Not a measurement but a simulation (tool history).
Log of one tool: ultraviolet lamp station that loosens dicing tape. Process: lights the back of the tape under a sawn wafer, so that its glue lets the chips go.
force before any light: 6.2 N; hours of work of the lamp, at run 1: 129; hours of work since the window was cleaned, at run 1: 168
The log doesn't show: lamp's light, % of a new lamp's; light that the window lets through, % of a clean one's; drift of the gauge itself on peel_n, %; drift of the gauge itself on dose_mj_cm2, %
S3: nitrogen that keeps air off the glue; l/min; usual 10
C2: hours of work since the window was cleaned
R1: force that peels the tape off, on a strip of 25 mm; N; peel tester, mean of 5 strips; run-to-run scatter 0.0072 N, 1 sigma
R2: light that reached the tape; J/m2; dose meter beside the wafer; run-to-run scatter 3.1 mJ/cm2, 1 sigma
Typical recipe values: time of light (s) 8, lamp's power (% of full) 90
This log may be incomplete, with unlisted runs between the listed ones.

run 1 day=0 | time_of_light_(s)=8 lamp's_power_(%_of_full)=90 S3=10 | hours_of_work_of_the_lamp=129 C2=168 | R1=0.278 R2=4530
run 2 day=1.325 | time_of_light_(s)=8 lamp's_power_(%_of_full)=90 S3=4 | hours_of_work_of_the_lamp=154 C2=193 | R1=0.439 R2=4560
run 3 day=2.675 | time_of_light_(s)=8 lamp's_power_(%_of_full)=90 S3=4 | hours_of_work_of_the_lamp=180 C2=219 | R1=0.452 R2=4510
run 4 day=3.717 | time_of_light_(s)=8 lamp's_power_(%_of_full)=90 S3=4 | hours_of_work_of_the_lamp=200 C2=239 | R1=0.43 R2=4520
run 5 day=4.358 | time_of_light_(s)=8 lamp's_power_(%_of_full)=70 S3=4 | hours_of_work_of_the_lamp=212 C2=251 | R1=0.736 R2=3430
run 6 day=5.696 | time_of_light_(s)=8 lamp's_power_(%_of_full)=70 S3=4 | hours_of_work_of_the_lamp=237 C2=277 | R1=0.687 R2=3420
run 7 day=6.471 | time_of_light_(s)=8 lamp's_power_(%_of_full)=70 S3=4 | hours_of_work_of_the_lamp=252 C2=291 | R1=0.734 R2=3340
run 8 day=7.408 | time_of_light_(s)=7 lamp's_power_(%_of_full)=90 S3=10 | hours_of_work_of_the_lamp=270 C2=309 | R1=0.395 R2=3850
run 9 day=8.038 | time_of_light_(s)=7 lamp's_power_(%_of_full)=90 S3=10 | hours_of_work_of_the_lamp=282 C2=321 | R1=0.385 R2=3840
run 10 day=9.221 | time_of_light_(s)=7 lamp's_power_(%_of_full)=90 S3=10 | hours_of_work_of_the_lamp=305 C2=344 | R1=0.385 R2=3740
run 11 day=9.904 | time_of_light_(s)=8 lamp's_power_(%_of_full)=90 S3=10 | hours_of_work_of_the_lamp=318 C2=357 | R1=0.298 R2=4280
run 12 day=10.508 | time_of_light_(s)=8 lamp's_power_(%_of_full)=90 S3=9 | hours_of_work_of_the_lamp=329 C2=369 | R1=0.313 R2=4310
run 13 day=11.838 | time_of_light_(s)=8 lamp's_power_(%_of_full)=90 S3=9 | hours_of_work_of_the_lamp=355 C2=394 | R1=0.313 R2=4270
run 14 day=12.858 | time_of_light_(s)=8 lamp's_power_(%_of_full)=90 S3=9 | hours_of_work_of_the_lamp=374 C2=413 | R1=0.329 R2=4270
run 15 day=14.262 | time_of_light_(s)=8 lamp's_power_(%_of_full)=90 S3=9 | hours_of_work_of_the_lamp=401 C2=440 | R1=0.327 R2=4220
run 16 day=15.021 | time_of_light_(s)=8 lamp's_power_(%_of_full)=67 S3=9 | hours_of_work_of_the_lamp=415 C2=455 | R1=0.598 R2=3120
run 17 day=15.862 | time_of_light_(s)=8 lamp's_power_(%_of_full)=67 S3=9 | hours_of_work_of_the_lamp=431 C2=471 | R1=0.647 R2=3100
run 18 day=17.146 | time_of_light_(s)=8 lamp's_power_(%_of_full)=90 S3=9 | hours_of_work_of_the_lamp=456 C2=495 | R1=0.325 R2=4160
run 19 day=17.779 | time_of_light_(s)=6 lamp's_power_(%_of_full)=88 S3=16 | hours_of_work_of_the_lamp=468 C2=507 | R1=0.519 R2=3000
run 20 day=18.388 | time_of_light_(s)=6 lamp's_power_(%_of_full)=66 S3=9 | hours_of_work_of_the_lamp=480 C2=519 | R1=1.04 R2=2270
run 21 day=19.762 | time_of_light_(s)=16 lamp's_power_(%_of_full)=67 S3=9 | hours_of_work_of_the_lamp=506 C2=545 | R1=0.186 R2=6130
run 22 day=21.012 | time_of_light_(s)=5 lamp's_power_(%_of_full)=71 S3=8 | hours_of_work_of_the_lamp=530 C2=569 | R1=1.28 R2=1980
-- day=21.354 window cleaned of glue's vapour
run 23 day=22.167 | time_of_light_(s)=5 lamp's_power_(%_of_full)=71 S3=8 | hours_of_work_of_the_lamp=551 C2=16 | R1=1.304 R2=2070
run 24 day=23.212 | time_of_light_(s)=10 lamp's_power_(%_of_full)=78 S3=8 | hours_of_work_of_the_lamp=571 C2=35 | R1=0.316 R2=4560
run 25 day=24.596 | time_of_light_(s)=10 lamp's_power_(%_of_full)=78 S3=8 | hours_of_work_of_the_lamp=598 C2=62 | R1=0.309 R2=4550
run 26 day=25.742 | time_of_light_(s)=10 lamp's_power_(%_of_full)=78 S3=8 | hours_of_work_of_the_lamp=619 C2=84 | R1=0.318 R2=4480
run 27 day=26.8 | time_of_light_(s)=10 lamp's_power_(%_of_full)=78 S3=8 | hours_of_work_of_the_lamp=640 C2=104 | R1=0.307 R2=4490
run 28 day=27.608 | time_of_light_(s)=8 lamp's_power_(%_of_full)=90 S3=12 | hours_of_work_of_the_lamp=655 C2=119 | R1=0.29 R2=4130
run 29 day=28.421 | time_of_light_(s)=8 lamp's_power_(%_of_full)=90 S3=5 | hours_of_work_of_the_lamp=670 C2=135 | R1=0.471 R2=4090

Difference, measured minus no-hidden-state, one row per run. Run-to-run variation is common to both terms; the gauge's own scatter need not be:
run=1 R1=+0.018 R2=-180
run=2 R1=+0.038 R2=-210
run=3 R1=+0.044 R2=-240
run=4 R1=+0.047 R2=-260
run=5 R1=+0.08 R2=-220
run=6 R1=+0.084 R2=-230
run=7 R1=+0.093 R2=-260
run=8 R1=+0.054 R2=-300
run=9 R1=+0.057 R2=-320
run=10 R1=+0.061 R2=-340
run=11 R1=+0.044 R2=-410
run=12 R1=+0.049 R2=-420
run=13 R1=+0.054 R2=-450
run=14 R1=+0.059 R2=-480
run=15 R1=+0.062 R2=-510
run=16 R1=+0.125 R2=-390
run=17 R1=+0.14 R2=-410
run=18 R1=+0.072 R2=-570
run=19 R1=+0.122 R2=-430
run=20 R1=+0.215 R2=-330
run=21 R1=+0.02 R2=-950
run=22 R1=+0.268 R2=-330
run=23 R1=+0.208 R2=-240
run=24 R1=+0.058 R2=-570
run=25 R1=+0.061 R2=-590
run=26 R1=+0.065 R2=-630
run=27 R1=+0.065 R2=-650
run=28 R1=+0.065 R2=-620
run=29 R1=+0.118 R2=-630
